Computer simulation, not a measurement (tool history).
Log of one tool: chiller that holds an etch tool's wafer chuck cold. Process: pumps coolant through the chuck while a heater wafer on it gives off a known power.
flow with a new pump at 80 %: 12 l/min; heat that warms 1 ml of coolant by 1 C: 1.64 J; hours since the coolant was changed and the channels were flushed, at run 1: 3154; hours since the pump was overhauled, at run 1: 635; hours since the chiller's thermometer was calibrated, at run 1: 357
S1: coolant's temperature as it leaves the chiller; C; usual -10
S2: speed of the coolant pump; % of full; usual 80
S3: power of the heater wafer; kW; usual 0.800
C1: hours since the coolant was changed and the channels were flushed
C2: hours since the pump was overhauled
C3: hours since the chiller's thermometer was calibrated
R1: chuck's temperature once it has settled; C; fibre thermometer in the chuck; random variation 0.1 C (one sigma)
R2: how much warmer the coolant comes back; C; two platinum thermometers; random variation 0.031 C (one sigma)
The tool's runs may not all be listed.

run	day	S1	S2	S3	C1	C2	C3	R1	R2
1	0.000	-10	80	0.800	3154	635	357	-3.8	2.40
2	4.392	-10	80	0.800	3259	741	462	-3.8	2.42
3	7.929	-10	80	0.800	3344	826	547	-3.8	2.40
4	10.883	-10	80	0.800	3415	897	618	-3.8	2.48
5	12.908	-10	80	0.800	3464	945	667	-3.8	2.48
# day 13.479: coolant pump overhauled
6	14.996	-10	80	0.800	3509	36	712	-4.0	2.52
7	18.704	-10	80	0.800	3598	125	801	-3.8	2.47
8	22.350	-10	71	0.800	3685	213	888	-3.2	2.78
# day 22.862: coolant pump overhauled, once more
9	24.700	-10	71	0.800	3737	44	940	-3.3	2.75
10	28.667	-10	86	0.532	3832	139	1035	-6.3	1.53
11	31.188	-13	79	0.800	3892	200	1095	-6.8	2.45
12	34.104	-13	80	0.429	3962	270	1165	-9.9	1.29
13	37.254	-13	80	0.658	4038	345	1241	-7.9	2.02
14	39.992	-13	79	0.800	4104	411	1307	-6.9	2.47
15	43.175	-10	92	0.800	4180	488	1383	-4.6	2.09
16	47.079	-10	91	0.518	4274	581	1477	-6.4	1.37
17	49.462	-10	91	0.518	4331	638	1534	-6.6	1.39

5 ways to go on from here, each from the tool as it stands after run 17. What would each give?
A	51.808	-6	71	0.427	4387	695	1590	?	?
B	51.808	0	91	0.518	4387	695	1590	?	?
C	51.808	-10	81	0.911	4387	695	1590	?	?
D	51.808	-4	89	0.572	4387	695	1590	?	?
E	51.808	-10	95	0.518	4387	695	1590	?	?

run	R1	R2
A	-2.6	1.47
B	3.5	1.34
C	-3.2	2.76
D	0.0	1.57
E	-6.7	1.36
Without the tool's hidden state the same runs would have given:
run	R1	R2
A	-2.8	1.46
B	3.3	1.32
C	-3.9	2.73
D	-0.3	1.56
E	-6.9	1.35
